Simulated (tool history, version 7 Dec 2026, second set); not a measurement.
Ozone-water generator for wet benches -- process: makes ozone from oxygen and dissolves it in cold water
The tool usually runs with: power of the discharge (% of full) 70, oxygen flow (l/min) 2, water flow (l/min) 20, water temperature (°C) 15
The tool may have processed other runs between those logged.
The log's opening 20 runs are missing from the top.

run	hour	power of the discharge (% of full)	oxygen flow (l/min)	water flow (l/min)	water temperature (°C)	dissolved ozone (ppm)	ozone in the gas ahead of the water (g/m3)
21	517.2	70	1.03	20	15	11.5	381.8
# hour 541.3: gauge calibrated
22	552.9	70	1.03	20	15	11.6	391.3
23	576.5	70	1.03	20	15	11.6	390.2
24	594.3	70	1.03	20	15	11.5	390.7
25	623.9	70	1.03	20	15	11.6	387.7
26	655.7	70	2	18	10	15.4	262.6
27	670.7	81	2	17	10	18.5	287.5
28	702.1	70	1.75	20	8	13.4	281.1
29	721.6	70	3.19	16	8	18.9	196.9
30	746.3	41	1.65	20	15	8.6	201.1

Estimate the outcome of run 31 from the log above:
31	775.3	51	1.71	12	15	?	?

{"run 31": {"dissolved ozone (ppm)": 17.8, "ozone in the gas ahead of the water (g/m3)": 229.9}}
Were there no unlogged condition in the tool, this run, its random variation unchanged, would have produced dissolved ozone (ppm) 17.8, ozone in the gas ahead of the water (g/m3) 233.
